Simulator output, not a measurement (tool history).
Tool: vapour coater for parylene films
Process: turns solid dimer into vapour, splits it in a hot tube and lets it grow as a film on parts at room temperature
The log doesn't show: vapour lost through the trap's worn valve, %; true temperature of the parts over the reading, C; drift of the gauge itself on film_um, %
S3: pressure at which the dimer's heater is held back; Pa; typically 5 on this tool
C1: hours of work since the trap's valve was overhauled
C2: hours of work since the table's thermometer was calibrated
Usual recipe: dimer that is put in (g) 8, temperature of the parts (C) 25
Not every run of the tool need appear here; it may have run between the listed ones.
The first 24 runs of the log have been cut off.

run 25 day=19.579 | dimer_that_is_put_in_(g)=6 temperature_of_the_parts_(C)=18 S3=5 | C1=383 C2=696 | thickness_of_the_film_(um)=2.01
run 26 day=20.588 | dimer_that_is_put_in_(g)=6 temperature_of_the_parts_(C)=18 S3=5 | C1=405 C2=717 | thickness_of_the_film_(um)=1.97
run 27 day=21.675 | dimer_that_is_put_in_(g)=12 temperature_of_the_parts_(C)=30 S3=11.58 | C1=428 C2=741 | thickness_of_the_film_(um)=2.02
run 28 day=22.462 | dimer_that_is_put_in_(g)=11 temperature_of_the_parts_(C)=25 S3=4.27 | C1=445 C2=758 | thickness_of_the_film_(um)=2.89
run 29 day=23.492 | dimer_that_is_put_in_(g)=13 temperature_of_the_parts_(C)=26 S3=11.04 | C1=467 C2=780 | thickness_of_the_film_(um)=2.63
run 30 day=23.95 | dimer_that_is_put_in_(g)=9 temperature_of_the_parts_(C)=25 S3=3.05 | C1=477 C2=790 | thickness_of_the_film_(um)=2.5
run 31 day=24.792 | dimer_that_is_put_in_(g)=8 temperature_of_the_parts_(C)=25 S3=3.05 | C1=495 C2=808 | thickness_of_the_film_(um)=2.27
run 32 day=25.512 | dimer_that_is_put_in_(g)=8 temperature_of_the_parts_(C)=25 S3=3.05 | C1=511 C2=823 | thickness_of_the_film_(um)=2.25
run 33 day=26.3 | dimer_that_is_put_in_(g)=3 temperature_of_the_parts_(C)=20 S3=10.27 | C1=528 C2=840 | thickness_of_the_film_(um)=0.82
run 34 day=26.983 | dimer_that_is_put_in_(g)=10 temperature_of_the_parts_(C)=26 S3=5.01 | C1=543 C2=855 | thickness_of_the_film_(um)=2.38
run 35 day=27.5 | dimer_that_is_put_in_(g)=8 temperature_of_the_parts_(C)=25 S3=3.34 | C1=554 C2=866 | thickness_of_the_film_(um)=2.18
run 36 day=28.238 | dimer_that_is_put_in_(g)=4 temperature_of_the_parts_(C)=25 S3=9.88 | C1=570 C2=882 | thickness_of_the_film_(um)=0.87
run 37 day=29.088 | dimer_that_is_put_in_(g)=8 temperature_of_the_parts_(C)=22 S3=3.46 | C1=588 C2=900 | thickness_of_the_film_(um)=2.43
run 38 day=30.125 | dimer_that_is_put_in_(g)=8 temperature_of_the_parts_(C)=22 S3=3.46 | C1=610 C2=923 | thickness_of_the_film_(um)=2.47
run 39 day=31.05 | dimer_that_is_put_in_(g)=4 temperature_of_the_parts_(C)=25 S3=2.18 | C1=630 C2=943 | thickness_of_the_film_(um)=1.2
run 40 day=31.938 | dimer_that_is_put_in_(g)=5 temperature_of_the_parts_(C)=25 S3=2.71 | C1=649 C2=962 | thickness_of_the_film_(um)=1.42
run 41 day=32.696 | dimer_that_is_put_in_(g)=8 temperature_of_the_parts_(C)=25 S3=6.94 | C1=666 C2=978 | thickness_of_the_film_(um)=1.86
-- day=33.238 trap's valve overhauled
run 42 day=33.354 | dimer_that_is_put_in_(g)=8 temperature_of_the_parts_(C)=25 S3=6.94 | C1=3 C2=989 | thickness_of_the_film_(um)=1.85
run 43 day=33.925 | dimer_that_is_put_in_(g)=13 temperature_of_the_parts_(C)=30 S3=2.33 | C1=15 C2=1001 | thickness_of_the_film_(um)=3.19
run 44 day=34.792 | dimer_that_is_put_in_(g)=8 temperature_of_the_parts_(C)=24 S3=5.36 | C1=33 C2=1020 | thickness_of_the_film_(um)=2.07
run 45 day=35.346 | dimer_that_is_put_in_(g)=14 temperature_of_the_parts_(C)=27 S3=5 | C1=45 C2=1032 | thickness_of_the_film_(um)=3.26

Here are 5 independent what-if runs from the current tool condition. What would each one return?
run A day=36.179 | dimer_that_is_put_in_(g)=11 temperature_of_the_parts_(C)=19 S3=2.24 | C1=63 C2=1049 | thickness_of_the_film_(um)=?
run B day=36.179 | dimer_that_is_put_in_(g)=5 temperature_of_the_parts_(C)=20 S3=5 | C1=63 C2=1049 | thickness_of_the_film_(um)=?
run C day=36.179 | dimer_that_is_put_in_(g)=4 temperature_of_the_parts_(C)=18 S3=5 | C1=63 C2=1049 | thickness_of_the_film_(um)=?
run D day=36.179 | dimer_that_is_put_in_(g)=9 temperature_of_the_parts_(C)=31 S3=3.07 | C1=63 C2=1049 | thickness_of_the_film_(um)=?
run E day=36.179 | dimer_that_is_put_in_(g)=9 temperature_of_the_parts_(C)=25 S3=5 | C1=63 C2=1049 | thickness_of_the_film_(um)=?

run=A thickness_of_the_film_(um)=4.2
run=B thickness_of_the_film_(um)=1.5
run=C thickness_of_the_film_(um)=1.33
run=D thickness_of_the_film_(um)=2.03
run=E thickness_of_the_film_(um)=2.29
With no hidden state in the tool, these same runs would have given:
run=A thickness_of_the_film_(um)=4.2
run=B thickness_of_the_film_(um)=1.5
run=C thickness_of_the_film_(um)=1.33
run=D thickness_of_the_film_(um)=2.03
run=E thickness_of_the_film_(um)=2.29
